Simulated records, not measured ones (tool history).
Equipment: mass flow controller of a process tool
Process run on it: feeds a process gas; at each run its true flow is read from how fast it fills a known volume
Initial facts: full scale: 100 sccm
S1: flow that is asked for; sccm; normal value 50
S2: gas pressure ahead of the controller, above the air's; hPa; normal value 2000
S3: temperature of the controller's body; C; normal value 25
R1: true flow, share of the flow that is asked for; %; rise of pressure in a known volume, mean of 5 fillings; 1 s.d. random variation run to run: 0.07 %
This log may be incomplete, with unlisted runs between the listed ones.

run,day,S1,S2,S3,R1
1,0.000,50,2000,25,99.19
2,5.717,50,2000,25,99.19
3,9.383,50,2000,25,99.06
4,15.225,50,2000,25,99.01
5,21.162,50,2000,25,98.97
6,27.204,50,2000,25,99.18
7,31.079,50,2000,25,99.08
8,34.683,50,2000,25,99.19
9,39.942,50,2000,25,99.25
10,43.546,50,2000,25,99.35
11,49.917,50,2000,25,99.25
12,53.662,50,2000,25,99.30
13,58.879,50,2000,25,99.25
14,63.125,50,2000,25,99.27
15,68.996,50,2000,25,99.15
16,72.812,50,2000,25,99.38
17,77.538,62,2000,25,99.68
18,82.933,62,2000,25,99.70
19,86.104,62,2000,25,99.83
20,92.500,62,2000,25,99.83
21,96.479,17,1860,39,98.76
22,99.467,17,1860,39,98.72
23,104.808,68,2000,28,100.36
24,109.271,84,1920,28,100.63
25,113.629,28,1740,28,98.94
26,119.671,18,2270,20,96.64
27,125.138,31,1430,25,99.15
28,131.758,50,2110,25,99.35
29,136.558,50,1630,28,100.18
30,140.071,38,2000,25,99.08
31,144.296,61,1750,38,101.39
32,151.221,47,2000,38,100.58
33,156.871,47,2000,38,100.83
34,161.042,47,2000,38,100.77
35,167.433,47,2000,38,100.84
36,171.796,14,1620,34,96.86
37,178.883,14,1620,34,96.84

Forecast each of these 5 alternatives for the next run:
A,185.900,50,2130,24,?
B,185.900,12,2000,25,?
C,185.900,50,2000,38,?
D,185.900,43,1900,34,?
E,185.900,15,2630,34,?

run,R1
A,99.62
B,94.81
C,101.03
D,100.24
E,96.41
The same runs, with their run-to-run variation unchanged, on a tool lacking any hidden condition would have given:
run,R1
A,99.02
B,98.46
C,100.43
D,99.86
E,98.94
